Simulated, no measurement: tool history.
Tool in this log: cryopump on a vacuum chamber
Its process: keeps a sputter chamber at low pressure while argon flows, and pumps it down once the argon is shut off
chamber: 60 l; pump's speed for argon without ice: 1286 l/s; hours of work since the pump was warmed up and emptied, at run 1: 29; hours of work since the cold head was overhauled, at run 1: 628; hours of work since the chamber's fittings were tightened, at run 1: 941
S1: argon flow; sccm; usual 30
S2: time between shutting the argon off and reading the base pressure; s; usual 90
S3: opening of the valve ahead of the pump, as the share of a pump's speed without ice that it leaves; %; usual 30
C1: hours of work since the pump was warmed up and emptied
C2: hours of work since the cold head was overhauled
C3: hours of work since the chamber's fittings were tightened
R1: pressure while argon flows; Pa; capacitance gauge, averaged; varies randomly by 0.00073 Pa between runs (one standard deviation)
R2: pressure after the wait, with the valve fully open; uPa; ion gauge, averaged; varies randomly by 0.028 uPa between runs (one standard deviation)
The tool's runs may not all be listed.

run 1 hour=0.0 | S1=30 S2=90 S3=30 | C1=29 C2=628 C3=941 | R1=0.1319 R2=2.22
run 2 hour=51.2 | S1=30 S2=90 S3=30 | C1=73 C2=672 C3=985 | R1=0.1336 R2=2.26
run 3 hour=102.4 | S1=30 S2=90 S3=30 | C1=116 C2=715 C3=1028 | R1=0.1352 R2=2.25
run 4 hour=125.3 | S1=30 S2=90 S3=30 | C1=136 C2=735 C3=1048 | R1=0.1348 R2=2.22
run 5 hour=171.7 | S1=30 S2=90 S3=44 | C1=175 C2=775 C3=1087 | R1=0.0937 R2=2.39
run 6 hour=208.3 | S1=30 S2=90 S3=30 | C1=206 C2=806 C3=1118 | R1=0.1368 R2=2.51
run 7 hour=245.7 | S1=30 S2=90 S3=30 | C1=238 C2=838 C3=1150 | R1=0.1375 R2=2.47
run 8 hour=268.6 | S1=30 S2=90 S3=30 | C1=258 C2=857 C3=1170 | R1=0.1375 R2=2.58
run 9 hour=293.8 | S1=30 S2=90 S3=30 | C1=279 C2=879 C3=1191 | R1=0.1380 R2=2.62
run 10 hour=348.5 | S1=30 S2=90 S3=30 | C1=326 C2=925 C3=1238 | R1=0.1377 R2=2.63
run 11 hour=374.5 | S1=30 S2=90 S3=30 | C1=348 C2=947 C3=1260 | R1=0.1402 R2=2.73
run 12 hour=430.0 | S1=30 S2=90 S3=30 | C1=395 C2=995 C3=1307 | R1=0.1409 R2=2.81
run 13 hour=474.5 | S1=30 S2=90 S3=30 | C1=433 C2=1032 C3=1345 | R1=0.1423 R2=2.84
run 14 hour=501.9 | S1=30 S2=135 S3=30 | C1=457 C2=1056 C3=1368 | R1=0.1425 R2=2.56
run 15 hour=539.0 | S1=30 S2=135 S3=30 | C1=488 C2=1087 C3=1400 | R1=0.1429 R2=2.71
run 16 hour=561.8 | S1=30 S2=135 S3=30 | C1=508 C2=1107 C3=1419 | R1=0.1435 R2=2.77
run 17 hour=597.3 | S1=30 S2=135 S3=30 | C1=538 C2=1137 C3=1450 | R1=0.1450 R2=2.76
run 18 hour=653.1 | S1=30 S2=135 S3=20 | C1=585 C2=1185 C3=1497 | R1=0.2126 R2=2.85
-- hour=662.3 pump warmed up, emptied and cooled again
run 19 hour=688.8 | S1=46 S2=56 S3=30 | C1=23 C2=1211 C3=1523 | R1=0.2044 R2=3.40
run 20 hour=724.4 | S1=30 S2=115 S3=28 | C1=53 C2=1241 C3=1554 | R1=0.1424 R2=2.57
run 21 hour=757.1 | S1=30 S2=115 S3=28 | C1=81 C2=1269 C3=1581 | R1=0.1420 R2=2.59
run 22 hour=788.9 | S1=30 S2=23 S3=32 | C1=108 C2=1296 C3=1609 | R1=0.1259 R2=6.09
run 23 hour=828.3 | S1=30 S2=299 S3=30 | C1=141 C2=1330 C3=1642 | R1=0.1351 R2=2.21
run 24 hour=865.1 | S1=32 S2=32 S3=34 | C1=173 C2=1361 C3=1673 | R1=0.1284 R2=4.94
run 25 hour=905.4 | S1=32 S2=32 S3=34 | C1=207 C2=1395 C3=1708 | R1=0.1301 R2=5.14
run 26 hour=957.6 | S1=32 S2=255 S3=21 | C1=252 C2=1440 C3=1752 | R1=0.2095 R2=2.46
run 27 hour=993.0 | S1=32 S2=255 S3=21 | C1=282 C2=1470 C3=1782 | R1=0.2068 R2=2.50
run 28 hour=1036.8 | S1=32 S2=255 S3=21 | C1=319 C2=1507 C3=1820 | R1=0.2089 R2=2.72
run 29 hour=1067.8 | S1=29 S2=165 S3=21 | C1=345 C2=1534 C3=1846 | R1=0.1897 R2=3.03
run 30 hour=1105.2 | S1=29 S2=165 S3=21 | C1=377 C2=1565 C3=1878 | R1=0.1885 R2=3.05
run 31 hour=1158.5 | S1=24 S2=44 S3=19 | C1=423 C2=1611 C3=1923 | R1=0.1734 R2=4.55
run 32 hour=1187.5 | S1=24 S2=44 S3=19 | C1=447 C2=1635 C3=1948 | R1=0.1759 R2=4.73
run 33 hour=1213.9 | S1=17 S2=69 S3=59 | C1=470 C2=1658 C3=1971 | R1=0.0447 R2=4.06

For some of the steps in R1 from one run to the next: how much would appear even if the tool had no hidden state, given the settings, what came in and random variation, and how much remains for the hidden state plus any gauge scatter that the measured result and the result without hidden state don't share?
Hidden conditions of the tool in this case: pump's speed, % of a pump's without ice; cold plate's temperature, K; leak into the chamber, uPa l/s; drift of the gauge itself on working_pa, %; drift of the gauge itself on base_upa, %.
Run 17 -> 18: S3 30 -> 20. R1 +0.0676 Pa: hidden state +0.0015, all else +0.0661.
Run 18 -> 19: S1 30 -> 46, S2 135 -> 56, S3 20 -> 30, pump warmed up, emptied and cooled again. R1 -0.0082 Pa: hidden state -0.0125, all else +0.0043.
Run 25 -> 26: S2 32 -> 255, S3 34 -> 21. R1 +0.0794 Pa: hidden state +0.0011, all else +0.0783.
Run 32 -> 33: S1 24 -> 17, S2 44 -> 69, S3 19 -> 59. R1 -0.1312 Pa: hidden state -0.0021, all else -0.1291.
